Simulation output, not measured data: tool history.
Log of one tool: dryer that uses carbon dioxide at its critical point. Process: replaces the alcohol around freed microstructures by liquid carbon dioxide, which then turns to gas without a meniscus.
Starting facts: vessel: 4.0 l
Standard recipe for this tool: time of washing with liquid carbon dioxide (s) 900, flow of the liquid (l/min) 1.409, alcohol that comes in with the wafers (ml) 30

run   hour  time of washing with liquid carbon dioxide (s)  flow of the liquid (l/min)  alcohol that comes in with the wafers (ml)  alcohol left in the vessel before it's heated (ppm by volume)
  1    0.0                                             900                       1.409                                          30                                                            118
  2   10.7                                             900                       1.409                                          30                                                            130
  3   26.3                                             900                       1.409                                          30                                                            120
  4   37.4                                             900                       1.409                                          74                                                            249
  5   50.3                                             900                       1.409                                          74                                                            234
  6   64.2                                             900                       1.409                                          30                                                            122
  7   75.7                                             900                       1.409                                          30                                                            114
  8   89.6                                             900                       1.409                                          30                                                            134
  9  106.1                                             900                       1.409                                          30                                                            130
 10  121.7                                             900                       1.409                                          30                                                            134
 11  133.2                                             900                       1.409                                          30                                                            134
 12  141.3                                             900                       1.409                                          30                                                            140
 13  157.1                                             900                       1.409                                          30                                                            132
 14  170.7                                             900                       1.409                                          30                                                            132
 15  186.8                                             900                       0.870                                          30                                                            514
 16  193.8                                            1380                       1.409                                          22                                                             61
 17  201.6                                             900                       0.860                                          30                                                            520
 18  215.2                                             900                       0.860                                          30                                                            543
 19  231.0                                             900                       0.860                                          30                                                            532
 20  241.8                                             900                       0.860                                          30                                                            534
 21  250.6                                             780                       1.090                                          30                                                            419
 22  265.3                                             960                       2.300                                          50                                                             78
 23  279.0                                             960                       2.300                                          50                                                             69
 24  293.4                                             960                       2.300                                          84                                                             63
 25  305.2                                             960                       2.300                                          84                                                             70
 26  314.1                                             960                       2.300                                          84                                                             76
 27  330.7                                             900                       1.409                                          58                                                            159
 28  338.9                                             900                       1.409                                          58                                                            160
 29  352.6                                             660                       1.410                                          75                                                            514

Missing from the log above: 1 entry noted between runs. For each, name the pair of listed runs it sits between and say how the tool's hidden condition differs from the listed run just before to the listed run just after:
After run 23, before run 24: inlet filter changed (hour 283.4)
  flow that reaches the vessel past the clogged filter, %: 86.3 -> 99.5; alcohol in the recycled carbon dioxide, ppm: 66.4 -> 67.4
  difference, measured minus the result without the unlogged condition, alcohol left in the vessel before it's heated (ppm by volume): +64 -> +63

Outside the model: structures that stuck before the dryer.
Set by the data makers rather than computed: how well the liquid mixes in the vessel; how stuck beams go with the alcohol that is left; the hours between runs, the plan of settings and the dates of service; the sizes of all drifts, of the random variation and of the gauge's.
